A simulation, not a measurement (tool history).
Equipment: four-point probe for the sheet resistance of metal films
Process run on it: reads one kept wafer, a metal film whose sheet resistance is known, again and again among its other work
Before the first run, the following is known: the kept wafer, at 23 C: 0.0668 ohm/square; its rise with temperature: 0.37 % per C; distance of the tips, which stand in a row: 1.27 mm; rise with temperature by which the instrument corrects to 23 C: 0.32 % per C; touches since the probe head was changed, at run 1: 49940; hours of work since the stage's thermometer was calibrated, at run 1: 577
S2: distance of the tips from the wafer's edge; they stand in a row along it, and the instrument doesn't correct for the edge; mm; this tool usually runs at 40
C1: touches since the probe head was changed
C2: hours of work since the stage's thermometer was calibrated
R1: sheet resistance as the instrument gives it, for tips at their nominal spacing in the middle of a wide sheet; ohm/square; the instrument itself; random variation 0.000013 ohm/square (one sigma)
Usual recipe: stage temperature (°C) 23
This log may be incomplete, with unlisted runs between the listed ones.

{"run": 1, "hour": 0.0, "stage temperature (°C)": 23, "S2": 40, "C1": 49940, "C2": 577, "R1": 0.067405}
{"run": 2, "hour": 34.1, "stage temperature (°C)": 23, "S2": 40, "C1": 51017, "C2": 591, "R1": 0.067443}
{"run": 3, "hour": 76.1, "stage temperature (°C)": 23, "S2": 40, "C1": 52340, "C2": 608, "R1": 0.067461}
{"run": 4, "hour": 101.9, "stage temperature (°C)": 29, "S2": 40, "C1": 53156, "C2": 619, "R1": 0.067613}
{"run": 5, "hour": 136.8, "stage temperature (°C)": 23, "S2": 40, "C1": 54256, "C2": 633, "R1": 0.067425}
{"hour": 140.9, "done": "stage's thermometer calibrated"}
{"run": 6, "hour": 158.6, "stage temperature (°C)": 23, "S2": 40, "C1": 54931, "C2": 7, "R1": 0.067461}
{"run": 7, "hour": 197.8, "stage temperature (°C)": 21, "S2": 40, "C1": 56167, "C2": 23, "R1": 0.067418}
{"run": 8, "hour": 216.3, "stage temperature (°C)": 21, "S2": 40, "C1": 56750, "C2": 31, "R1": 0.067418}
{"run": 9, "hour": 244.1, "stage temperature (°C)": 19, "S2": 46, "C1": 57627, "C2": 42, "R1": 0.067332}
{"hour": 255.9, "done": "stage's thermometer calibrated, once more"}
{"run": 10, "hour": 283.6, "stage temperature (°C)": 19, "S2": 46, "C1": 58859, "C2": 11, "R1": 0.067267}
{"run": 11, "hour": 321.0, "stage temperature (°C)": 34, "S2": 3, "C1": 60037, "C2": 27, "R1": 0.073634}

Predict the results of run 12:
{"run": 12, "hour": 357.7, "stage temperature (°C)": 32, "S2": 16, "C1": 61196, "C2": 42, "R1": "?"}

R1: 0.067872 ohm/square
With no hidden state in the tool, this same run would have given R1 0.06729 ohm/square.

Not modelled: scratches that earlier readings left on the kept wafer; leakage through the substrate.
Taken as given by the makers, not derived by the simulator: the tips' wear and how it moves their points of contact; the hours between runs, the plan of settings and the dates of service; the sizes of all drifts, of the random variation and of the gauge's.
